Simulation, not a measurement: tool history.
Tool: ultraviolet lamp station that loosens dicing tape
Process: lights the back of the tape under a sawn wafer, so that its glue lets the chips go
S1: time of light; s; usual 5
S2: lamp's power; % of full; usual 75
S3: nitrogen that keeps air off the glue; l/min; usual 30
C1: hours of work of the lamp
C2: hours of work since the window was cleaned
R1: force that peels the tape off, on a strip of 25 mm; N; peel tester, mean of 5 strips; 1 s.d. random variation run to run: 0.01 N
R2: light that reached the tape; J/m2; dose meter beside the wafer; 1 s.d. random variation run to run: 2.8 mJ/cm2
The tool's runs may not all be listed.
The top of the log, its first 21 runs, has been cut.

run,hour,S1,S2,S3,C1,C2,R1,R2
# hour 275.2: window cleaned of glue's vapour, once more
22,275.2,5,66,11,547,0,1.517,3020
23,286.3,5,66,11,556,8,1.544,2960
24,295.9,5,66,11,563,15,1.602,2960
25,306.1,5,66,11,570,23,1.587,2990
26,314.2,5,66,11,576,29,1.56,2900
27,325.8,5,66,11,585,37,1.649,2970
28,339.7,5,87,42,595,48,0.36,3830
29,353.5,3,79,42,605,58,1.147,2070
30,362.6,2,70,19,612,65,3.666,1230
31,372.5,7,65,54,619,72,0.306,3980
32,382.2,2,75,10,626,79,4.531,1320

3 options for the next run, each taken on its own from the tool as it stands now. Forecast them:
A,395.6,7,79,30,636,89,?,?
B,395.6,5,65,15,636,89,?,?
C,395.6,3,75,30,636,89,?,?

run,R1,R2
A,0.324,4780
B,1.398,2820
C,1.619,1960
With the hidden condition removed and each run's random variation left untouched, the same runs would have given:
run,R1,R2
A,0.28,5620
B,1.036,3320
C,1.213,2300
